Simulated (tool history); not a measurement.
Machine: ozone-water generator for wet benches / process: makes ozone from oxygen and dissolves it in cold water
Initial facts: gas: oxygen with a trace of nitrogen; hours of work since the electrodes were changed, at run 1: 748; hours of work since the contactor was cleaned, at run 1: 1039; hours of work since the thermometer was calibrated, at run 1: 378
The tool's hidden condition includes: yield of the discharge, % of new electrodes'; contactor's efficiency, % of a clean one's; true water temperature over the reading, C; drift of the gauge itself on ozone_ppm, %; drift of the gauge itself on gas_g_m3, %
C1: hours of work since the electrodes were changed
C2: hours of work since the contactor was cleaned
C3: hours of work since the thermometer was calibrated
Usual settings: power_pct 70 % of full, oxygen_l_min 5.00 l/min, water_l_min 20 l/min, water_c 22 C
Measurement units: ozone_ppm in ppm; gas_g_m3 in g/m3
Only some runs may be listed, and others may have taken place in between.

Run 1, hour 0.0: usual settings; C1 748; C2 1039; C3 378. Result: ozone_ppm 27.2 ppm, gas_g_m3 267.4 g/m3.
Run 2, hour 91.8: usual settings but power_pct 43 % of full; C1 823; C2 1114; C3 452. Result: ozone_ppm 21.0 ppm, gas_g_m3 210.6 g/m3.
Run 3, hour 213.0: usual settings; C1 922; C2 1212; C3 551. Result: ozone_ppm 27.0 ppm, gas_g_m3 265.4 g/m3.
Run 4, hour 319.3: usual settings; C1 1009; C2 1299; C3 638. Result: ozone_ppm 26.7 ppm, gas_g_m3 266.3 g/m3.
Run 5, hour 402.1: usual settings; C1 1076; C2 1366; C3 705. Result: ozone_ppm 26.7 ppm, gas_g_m3 265.6 g/m3.
Run 6, hour 533.4: usual settings; C1 1183; C2 1474; C3 812. Result: ozone_ppm 26.7 ppm, gas_g_m3 264.8 g/m3.
Run 7, hour 621.5: usual settings; C1 1255; C2 1545; C3 884. Result: ozone_ppm 26.3 ppm, gas_g_m3 264.4 g/m3.
Run 8, hour 695.9: usual settings; C1 1316; C2 1606; C3 945. Result: ozone_ppm 26.6 ppm, gas_g_m3 263.6 g/m3.
Run 9, hour 804.7: usual settings but oxygen_l_min 5.40 l/min; C1 1404; C2 1695; C3 1034. Result: ozone_ppm 26.0 ppm, gas_g_m3 253.4 g/m3.
Run 10, hour 905.7: usual settings; C1 1487; C2 1777; C3 1116. Result: ozone_ppm 26.4 ppm, gas_g_m3 263.4 g/m3.
Run 11, hour 1002.8: usual settings; C1 1566; C2 1856; C3 1195. Result: ozone_ppm 26.1 ppm, gas_g_m3 261.9 g/m3.
Run 12, hour 1056.8: usual settings; C1 1610; C2 1900; C3 1239. Result: ozone_ppm 25.9 ppm, gas_g_m3 264.0 g/m3.
Run 13, hour 1155.9: usual settings; C1 1690; C2 1981; C3 1320. Result: ozone_ppm 25.8 ppm, gas_g_m3 262.2 g/m3.
Run 14, hour 1224.1: usual settings but water_l_min 13 l/min; C1 1746; C2 2037; C3 1375. Result: ozone_ppm 34.1 ppm, gas_g_m3 261.6 g/m3.
Run 15, hour 1277.9: usual settings but oxygen_l_min 3.31 l/min; C1 1790; C2 2080; C3 1419. Result: ozone_ppm 25.5 ppm, gas_g_m3 334.1 g/m3.
Run 16, hour 1353.6: usual settings but oxygen_l_min 3.31 l/min; C1 1852; C2 2142; C3 1481. Result: ozone_ppm 25.5 ppm, gas_g_m3 330.3 g/m3.
Run 17, hour 1463.1: usual settings but oxygen_l_min 3.26 l/min, water_c 19 C; C1 1941; C2 2231; C3 1570. Result: ozone_ppm 26.3 ppm, gas_g_m3 331.5 g/m3.
Run 18, hour 1533.3: usual settings but power_pct 71 % of full, oxygen_l_min 3.26 l/min, water_l_min 25 l/min, water_c 19 C; C1 1998; C2 2289; C3 1627. Result: ozone_ppm 22.3 ppm, gas_g_m3 333.1 g/m3.
Run 19, hour 1603.3: usual settings but power_pct 71 % of full, oxygen_l_min 6.84 l/min, water_l_min 25 l/min, water_c 18 C; C1 2055; C2 2346; C3 1685. Result: ozone_ppm 23.1 ppm, gas_g_m3 216.4 g/m3.
Run 20, hour 1722.7: usual settings but power_pct 50 % of full, oxygen_l_min 5.98 l/min, water_c 25 C; C1 2153; C2 2443; C3 1782. Result: ozone_ppm 20.4 ppm, gas_g_m3 196.4 g/m3.
Run 21, hour 1847.7: usual settings but power_pct 50 % of full, oxygen_l_min 3.48 l/min, water_l_min 18 l/min, water_c 25 C; C1 2254; C2 2545; C3 1884. Result: ozone_ppm 22.2 ppm, gas_g_m3 267.6 g/m3.
Run 22, hour 1947.3: usual settings but power_pct 50 % of full, oxygen_l_min 3.48 l/min, water_l_min 18 l/min, water_c 25 C; C1 2336; C2 2626; C3 1965. Result: ozone_ppm 22.4 ppm, gas_g_m3 267.6 g/m3.
Run 23, hour 2011.2: usual settings but power_pct 50 % of full, oxygen_l_min 3.48 l/min, water_l_min 18 l/min, water_c 21 C; C1 2388; C2 2678; C3 2017. Result: ozone_ppm 23.3 ppm, gas_g_m3 269.9 g/m3.
At hour 2091.8: contactor cleaned.
Run 24, hour 2091.8: usual settings but power_pct 50 % of full, oxygen_l_min 3.48 l/min, water_l_min 18 l/min, water_c 21 C; C1 2450; C2 0; C3 2079. Result: ozone_ppm 24.0 ppm, gas_g_m3 269.7 g/m3.
Run 25, hour 2205.1: usual settings but power_pct 50 % of full, oxygen_l_min 3.48 l/min, water_l_min 18 l/min, water_c 21 C; C1 2542; C2 92; C3 2172. Result: ozone_ppm 24.1 ppm, gas_g_m3 265.8 g/m3.
Run 26, hour 2280.8: usual settings but power_pct 88 % of full; C1 2604; C2 154; C3 2234. Result: ozone_ppm 28.4 ppm, gas_g_m3 287.4 g/m3.
Run 27, hour 2403.5: usual settings but power_pct 65 % of full, water_l_min 14 l/min; C1 2704; C2 254; C3 2334. Result: ozone_ppm 30.4 ppm, gas_g_m3 244.7 g/m3.
Run 28, hour 2495.9: usual settings but water_c 21 C; C1 2780; C2 329; C3 2409. Result: ozone_ppm 25.6 ppm, gas_g_m3 253.8 g/m3.
Run 29, hour 2564.5: usual settings but water_c 21 C; C1 2835; C2 385; C3 2465. Result: ozone_ppm 25.3 ppm, gas_g_m3 254.0 g/m3.
Run 30, hour 2685.0: usual settings but oxygen_l_min 5.10 l/min, water_l_min 29 l/min; C1 2934; C2 484; C3 2563. Result: ozone_ppm 19.2 ppm, gas_g_m3 250.5 g/m3.
Run 31, hour 2779.6: usual settings but power_pct 88 % of full, oxygen_l_min 3.57 l/min, water_l_min 17 l/min; C1 3011; C2 561; C3 2640. Result: ozone_ppm 31.9 ppm, gas_g_m3 345.6 g/m3.
Run 32, hour 2863.8: usual settings but power_pct 81 % of full, water_c 14 C; C1 3079; C2 629; C3 2709. Result: ozone_ppm 29.6 ppm, gas_g_m3 271.6 g/m3.

Subtracting, for every run, the result it would have given without the tool's unlogged condition from the measured result gives the following. The same run-to-run variation enters both numbers; the gauge's scatter may not:
run  ozone_ppm  gas_g_m3
  1       -0.8      -4.9
  2       -0.6      -3.1
  3       -1.0      -6.0
  4       -1.1      -6.7
  5       -1.2      -7.1
  6       -1.3      -7.9
  7       -1.3      -8.5
  8       -1.4      -8.9
  9       -1.5      -9.2
 10       -1.7     -10.2
 11       -1.6     -10.7
 12       -1.8     -11.1
 13       -1.8     -11.7
 14       -2.4     -12.0
 15       -1.9     -15.8
 16       -1.9     -16.2
 17       -2.1     -17.1
 18       -1.8     -17.9
 19       -2.1     -12.1
 20       -1.7      -9.4
 21       -1.8     -13.5
 22       -1.9     -14.0
 23       -2.1     -14.4
 24       -1.6     -14.7
 25       -1.7     -15.2
 26       -2.7     -22.9
 27       -2.7     -17.6
 28       -2.4     -19.7
 29       -2.5     -20.0
 30       -1.9     -20.5
 31       -3.6     -32.7
 32       -3.4     -25.3

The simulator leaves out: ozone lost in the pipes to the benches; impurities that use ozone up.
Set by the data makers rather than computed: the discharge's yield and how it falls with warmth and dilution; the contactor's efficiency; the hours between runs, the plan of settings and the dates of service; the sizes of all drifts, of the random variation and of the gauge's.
